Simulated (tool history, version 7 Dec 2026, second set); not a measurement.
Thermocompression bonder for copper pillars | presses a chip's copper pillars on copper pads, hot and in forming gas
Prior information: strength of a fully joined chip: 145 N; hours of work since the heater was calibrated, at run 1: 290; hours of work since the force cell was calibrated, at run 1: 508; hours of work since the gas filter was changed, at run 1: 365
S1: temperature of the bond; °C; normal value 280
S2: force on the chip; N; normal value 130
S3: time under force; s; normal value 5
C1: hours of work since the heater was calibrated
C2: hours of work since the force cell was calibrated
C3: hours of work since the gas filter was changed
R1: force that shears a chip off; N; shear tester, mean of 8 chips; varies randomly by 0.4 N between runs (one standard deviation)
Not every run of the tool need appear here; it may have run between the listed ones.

run 1 hour=0 | S1=280 S2=130 S3=5 | C1=290 C2=508 C3=365 | R1=72.9
-- hour=84 forming gas filter changed
run 2 hour=85.5 | S1=280 S2=130 S3=5 | C1=330 C2=548 C3=1 | R1=80.4
run 3 hour=160.9 | S1=280 S2=130 S3=11 | C1=366 C2=583 C3=36 | R1=100.3
run 4 hour=200.6 | S1=280 S2=130 S3=11 | C1=385 C2=602 C3=55 | R1=100
run 5 hour=289.8 | S1=280 S2=130 S3=11 | C1=427 C2=644 C3=97 | R1=99.2
run 6 hour=337.7 | S1=280 S2=130 S3=5 | C1=449 C2=667 C3=119 | R1=78.3
run 7 hour=393.8 | S1=280 S2=130 S3=5 | C1=476 C2=693 C3=146 | R1=77.3
run 8 hour=440.7 | S1=280 S2=130 S3=5 | C1=498 C2=715 C3=168 | R1=77
run 9 hour=492.9 | S1=291 S2=130 S3=5 | C1=522 C2=740 C3=193 | R1=83.6
run 10 hour=567.7 | S1=280 S2=94 S3=5 | C1=558 C2=775 C3=228 | R1=66.6
run 11 hour=614.7 | S1=268 S2=130 S3=5 | C1=580 C2=797 C3=250 | R1=68.1
run 12 hour=702.5 | S1=268 S2=130 S3=5 | C1=621 C2=838 C3=291 | R1=68.2
run 13 hour=745.5 | S1=284 S2=130 S3=5 | C1=641 C2=859 C3=312 | R1=76.5
-- hour=814.9 heater calibrated with a thermocouple chip
run 14 hour=828 | S1=280 S2=130 S3=5 | C1=6 C2=897 C3=349 | R1=73.1
run 15 hour=899 | S1=280 S2=130 S3=5 | C1=40 C2=930 C3=383 | R1=72.9
-- hour=943.6 heater calibrated with a thermocouple chip, once more
-- hour=944.1 forming gas filter changed
run 16 hour=971.8 | S1=257 S2=81 S3=8 | C1=13 C2=963 C3=13 | R1=63.7
run 17 hour=1037.7 | S1=302 S2=102 S3=8 | C1=44 C2=994 C3=44 | R1=98.2
run 18 hour=1076.1 | S1=302 S2=102 S3=5 | C1=62 C2=1012 C3=62 | R1=85.8
run 19 hour=1152.7 | S1=303 S2=134 S3=5 | C1=98 C2=1048 C3=98 | R1=94.6
run 20 hour=1217.1 | S1=279 S2=85 S3=5 | C1=129 C2=1079 C3=129 | R1=65.7
run 21 hour=1290.8 | S1=280 S2=111 S3=6 | C1=163 C2=1113 C3=163 | R1=78.2
run 22 hour=1350.8 | S1=270 S2=130 S3=7 | C1=192 C2=1142 C3=192 | R1=80.6
-- hour=1409.6 force cell calibrated
run 23 hour=1421.6 | S1=270 S2=130 S3=7 | C1=224 C2=6 C3=224 | R1=76.4
run 24 hour=1507.6 | S1=270 S2=130 S3=7 | C1=265 C2=46 C3=265 | R1=75.8
run 25 hour=1544 | S1=267 S2=162 S3=5 | C1=282 C2=63 C3=282 | R1=72
run 26 hour=1623.1 | S1=257 S2=130 S3=3 | C1=319 C2=101 C3=319 | R1=49.1
run 27 hour=1682.9 | S1=292 S2=96 S3=11 | C1=347 C2=129 C3=347 | R1=89.8
run 28 hour=1728.9 | S1=271 S2=192 S3=4 | C1=369 C2=150 C3=369 | R1=73.2
run 29 hour=1785.6 | S1=280 S2=81 S3=5 | C1=396 C2=177 C3=396 | R1=57.7
-- hour=1805.3 forming gas filter changed
run 30 hour=1854.5 | S1=272 S2=190 S3=6 | C1=428 C2=209 C3=23 | R1=89.6

Each row is a separate what-if for the run after 30, all from the same tool condition, not one after another. Results?
run A hour=1938.7 | S1=280 S2=130 S3=12 | C1=467 C2=249 C3=63 | R1=?
run B hour=1938.7 | S1=257 S2=95 S3=8 | C1=467 C2=249 C3=63 | R1=?
run C hour=1938.7 | S1=281 S2=150 S3=5 | C1=467 C2=249 C3=63 | R1=?

run=A R1=98.8
run=B R1=64.1
run=C R1=81.4
Without the tool's unlogged condition, the same runs would have read:
run=A R1=101.9
run=B R1=66.8
run=C R1=84.2
